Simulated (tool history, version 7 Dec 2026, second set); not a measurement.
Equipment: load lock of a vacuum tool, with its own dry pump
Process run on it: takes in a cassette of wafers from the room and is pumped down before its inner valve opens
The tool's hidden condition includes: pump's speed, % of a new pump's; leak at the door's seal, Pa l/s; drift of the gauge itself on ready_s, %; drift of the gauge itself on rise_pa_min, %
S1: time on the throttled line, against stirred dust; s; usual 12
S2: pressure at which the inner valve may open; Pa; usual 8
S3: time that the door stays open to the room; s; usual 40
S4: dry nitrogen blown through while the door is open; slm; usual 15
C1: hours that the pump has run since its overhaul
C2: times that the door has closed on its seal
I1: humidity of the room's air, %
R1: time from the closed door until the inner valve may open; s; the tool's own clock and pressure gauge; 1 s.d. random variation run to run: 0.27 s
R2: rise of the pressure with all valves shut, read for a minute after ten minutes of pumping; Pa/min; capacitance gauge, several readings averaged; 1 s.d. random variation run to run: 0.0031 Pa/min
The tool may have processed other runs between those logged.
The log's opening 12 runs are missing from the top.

run 13 day=186.704 | S1=12 S2=8 S3=40 S4=15 | C1=7460 C2=15714 | I1=43.6 | R1=24.1 R2=0.159
run 14 day=206.950 | S1=12 S2=8 S3=40 S4=5 | C1=7946 C2=16968 | I1=41.7 | R1=24.5 R2=0.197
run 15 day=217.038 | S1=12 S2=8 S3=40 S4=5 | C1=8188 C2=17593 | I1=42.5 | R1=24.4 R2=0.202
run 16 day=238.338 | S1=12 S2=8 S3=40 S4=5 | C1=8699 C2=18913 | I1=45.4 | R1=24.6 R2=0.217
run 17 day=248.138 | S1=12 S2=8 S3=40 S4=5 | C1=8935 C2=19520 | I1=44.5 | R1=24.8 R2=0.220
run 18 day=259.262 | S1=12 S2=8 S3=40 S4=5 | C1=9202 C2=20209 | I1=46.0 | R1=24.6 R2=0.232
run 19 day=271.388 | S1=23 S2=8 S3=40 S4=5 | C1=9493 C2=20960 | I1=44.9 | R1=32.4 R2=0.236
run 20 day=289.608 | S1=23 S2=8 S3=40 S4=5 | C1=9930 C2=22089 | I1=45.4 | R1=32.3 R2=0.250
run 21 day=303.350 | S1=10 S2=8 S3=40 S4=44 | C1=10260 C2=22940 | I1=41.8 | R1=23.8 R2=0.213
run 22 day=318.204 | S1=10 S2=9 S3=158 S4=4 | C1=10616 C2=23861 | I1=45.1 | R1=22.9 R2=0.356
run 23 day=340.483 | S1=12 S2=9 S3=69 S4=15 | C1=11151 C2=25241 | I1=47.0 | R1=24.5 R2=0.293
run 24 day=352.783 | S1=12 S2=9 S3=69 S4=15 | C1=11446 C2=26003 | I1=48.2 | R1=24.5 R2=0.295
run 25 day=369.475 | S1=14 S2=6 S3=192 S4=16 | C1=11847 C2=27037 | I1=46.0 | R1=26.8 R2=0.361
run 26 day=386.262 | S1=20 S2=6 S3=192 S4=16 | C1=12250 C2=28077 | I1=49.2 | R1=30.6 R2=0.385
run 27 day=400.838 | S1=17 S2=6 S3=28 S4=16 | C1=12599 C2=28980 | I1=46.9 | R1=28.9 R2=0.316
run 28 day=411.033 | S1=17 S2=6 S3=28 S4=16 | C1=12844 C2=29612 | I1=50.7 | R1=28.8 R2=0.327
run 29 day=425.950 | S1=12 S2=8 S3=68 S4=19 | C1=13202 C2=30536 | I1=44.0 | R1=25.4 R2=0.345
run 30 day=444.354 | S1=12 S2=12 S3=68 S4=19 | C1=13644 C2=31676 | I1=44.3 | R1=24.7 R2=0.372
run 31 day=459.354 | S1=12 S2=12 S3=68 S4=19 | C1=14004 C2=32605 | I1=45.5 | R1=24.1 R2=0.386
run 32 day=469.292 | S1=12 S2=12 S3=68 S4=19 | C1=14242 C2=33221 | I1=42.5 | R1=24.1 R2=0.389
-- day=473.529 door's seal changed, seat wiped
run 33 day=478.729 | S1=8 S2=13 S3=102 S4=31 | C1=14467 C2=322 | I1=44.3 | R1=21.6 R2=0.066
run 34 day=490.858 | S1=20 S2=9 S3=185 S4=37 | C1=14759 C2=1073 | I1=43.5 | R1=30.2 R2=0.074
run 35 day=505.288 | S1=23 S2=7 S3=73 S4=27 | C1=15105 C2=1967 | I1=42.0 | R1=33.4 R2=0.059

Run 36 is up next; what results do you expect?
run 36 day=519.092 | S1=7 S2=8 S3=152 S4=27 | C1=15436 C2=2823 | I1=44.5 | R1=? R2=?

Run 36 yielded R1 22.1 s, R2 0.093 Pa/min.
Without the tool's hidden state the same run would have given R1 20.1 s, R2 0.086 Pa/min.

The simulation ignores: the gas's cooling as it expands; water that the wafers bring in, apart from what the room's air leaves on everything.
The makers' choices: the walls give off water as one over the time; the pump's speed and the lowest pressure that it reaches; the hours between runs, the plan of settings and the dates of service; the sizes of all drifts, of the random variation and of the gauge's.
